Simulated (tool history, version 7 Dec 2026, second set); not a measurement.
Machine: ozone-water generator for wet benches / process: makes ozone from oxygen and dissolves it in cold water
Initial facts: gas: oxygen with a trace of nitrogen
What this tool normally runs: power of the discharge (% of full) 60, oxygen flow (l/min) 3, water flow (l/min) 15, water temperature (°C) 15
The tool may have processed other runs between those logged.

run,day,power of the discharge (% of full),oxygen flow (l/min),water flow (l/min),water temperature (°C),dissolved ozone (ppm),ozone in the gas ahead of the water (g/m3)
1,0,60,3,15,15,16.9,226.4
2,1.092,60,3,15,15,17.1,225.5
3,2.354,60,3,15,13,17.6,228.1
4,2.933,60,3,15,13,17.6,226.5
5,3.512,60,3,15,13,17.6,225.1
6,4.792,60,3,15,15,17,227.4
7,5.712,60,3,15,15,17.2,227.2
8,6.296,60,3,15,15,17.1,226.4
9,7.554,60,3,15,15,17,226.5
10,8.729,60,3,15,15,17.3,224.9
11,9.688,60,3,15,15,17,226.2
12,10.712,60,3,15,15,17.1,224.8
13,11.679,60,3,15,15,17,227.9
14,12.758,60,3,15,8,18.1,224.6
# day 12.858: water thermometer calibrated
15,13.367,60,3,15,8,18.3,225.6
16,14.1,60,1.66,15,8,16,299.9
17,15.092,60,1.66,15,8,15.7,298.7
18,15.821,60,1.66,11,7,22.1,298.5
19,16.692,58,3,15,10,17.7,222.7
20,17.679,47,3,9,10,25.1,193.7
21,18.583,84,3.86,19,10,17.9,242.5
# day 19.054: water thermometer calibrated, once more
22,19.146,84,3.71,9,8,36.8,247.7
23,20.296,42,3,15,9,14.6,182.9
24,21.233,95,3,15,15,22.3,296.5
25,22.354,44,3,24,15,8.7,188.5
26,23.292,44,3,20,14,10.6,187.2
27,23.988,60,3.38,15,20,16.1,212
28,25.017,60,3.38,12,19,20.1,214.1
29,25.792,60,3.38,12,19,19.9,213.1
30,26.7,60,3.38,12,19,19.7,212.7
31,27.742,60,2.3,15,15,16.3,256.7
32,28.425,54,2.02,13,15,17.1,255.7

Run by run, hidden condition taken away, random variation retained:
The tool's hidden condition here consists of: yield of the discharge, % of new electrodes'; contactor's efficiency, % of a clean one's; true water temperature over the reading, C; drift of the gauge itself on ozone_ppm, %; drift of the gauge itself on gas_g_m3, %.
run,dissolved ozone (ppm),ozone in the gas ahead of the water (g/m3)
1,17.3,226.8
2,17.4,225.9
3,17.9,228.6
4,18,227
5,17.9,225.7
6,17.4,228
7,17.6,227.9
8,17.5,227.2
9,17.4,227.3
10,17.7,225.7
11,17.4,227.1
12,17.6,225.8
13,17.4,228.9
14,18.6,225.7
15,18.8,226.7
16,16.4,301.4
17,16.1,300.3
18,22.6,300.2
19,18.2,224
20,25.7,194.7
21,18.4,244.3
22,37.6,249.6
23,15,183.8
24,22.9,299.1
25,9,189.6
26,10.9,188.3
27,16.5,213.6
28,20.6,215.8
29,20.4,214.8
30,20.3,214.4
31,16.8,258.8
32,17.6,257.7

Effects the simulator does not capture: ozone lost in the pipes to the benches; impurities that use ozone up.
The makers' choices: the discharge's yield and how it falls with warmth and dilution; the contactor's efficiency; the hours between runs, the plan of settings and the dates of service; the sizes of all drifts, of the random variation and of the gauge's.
